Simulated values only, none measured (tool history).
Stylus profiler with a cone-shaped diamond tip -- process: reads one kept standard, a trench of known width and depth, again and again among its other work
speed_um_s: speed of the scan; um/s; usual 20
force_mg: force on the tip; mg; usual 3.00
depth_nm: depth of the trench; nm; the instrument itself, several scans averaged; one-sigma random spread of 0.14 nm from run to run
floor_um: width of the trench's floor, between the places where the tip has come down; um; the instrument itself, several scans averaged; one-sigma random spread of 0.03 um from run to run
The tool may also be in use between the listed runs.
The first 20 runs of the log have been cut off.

run,day,speed_um_s,force_mg,depth_nm,floor_um
21,35.438,7,3.00,507.36,96.74
22,36.762,20,3.00,507.32,96.75
23,39.138,20,3.00,507.25,96.68
24,40.592,8,4.55,510.32,96.72
25,41.679,5,4.55,510.19,96.73
26,43.638,15,4.14,509.70,96.71
27,44.917,15,4.14,509.55,96.68
28,47.371,37,8.30,516.15,96.70
# day 47.512: height scale calibrated on a step standard
29,49.546,37,6.25,512.19,96.65
30,51.133,37,6.25,512.37,96.65
31,52.329,41,5.72,511.34,96.65
32,54.525,23,8.06,515.22,96.67
33,56.108,29,2.15,504.63,96.57
34,57.650,14,1.02,501.70,96.65
35,59.612,44,1.41,502.56,96.51
# day 60.521: height scale calibrated on a step standard, once more
36,61.108,56,2.21,507.77,96.54
37,62.225,56,2.21,507.67,96.53
38,63.675,12,1.09,504.91,96.56
39,66.246,12,1.09,504.61,96.58
40,67.696,12,1.09,504.89,96.61
41,69.858,20,1.25,505.17,96.52
42,71.012,12,3.00,509.39,96.55
43,73.054,10,5.39,513.58,96.62
44,75.188,10,5.39,513.71,96.57
45,77.412,29,1.20,504.60,96.44

Branching from run 45: 5 alternative next runs. What would each branch give?
A,78.567,39,3.00,?,?
B,78.567,5,3.12,?,?
C,78.567,43,1.34,?,?
D,78.567,52,8.07,?,?
E,78.567,9,1.38,?,?

run,depth_nm,floor_um
A,509.16,96.48
B,509.25,96.57
C,505.25,96.46
D,518.02,96.50
E,505.24,96.53
Without the tool's unlogged condition, the same runs would have read:
run,depth_nm,floor_um
A,509.44,97.26
B,509.53,97.35
C,505.53,97.24
D,518.31,97.28
E,505.52,97.31

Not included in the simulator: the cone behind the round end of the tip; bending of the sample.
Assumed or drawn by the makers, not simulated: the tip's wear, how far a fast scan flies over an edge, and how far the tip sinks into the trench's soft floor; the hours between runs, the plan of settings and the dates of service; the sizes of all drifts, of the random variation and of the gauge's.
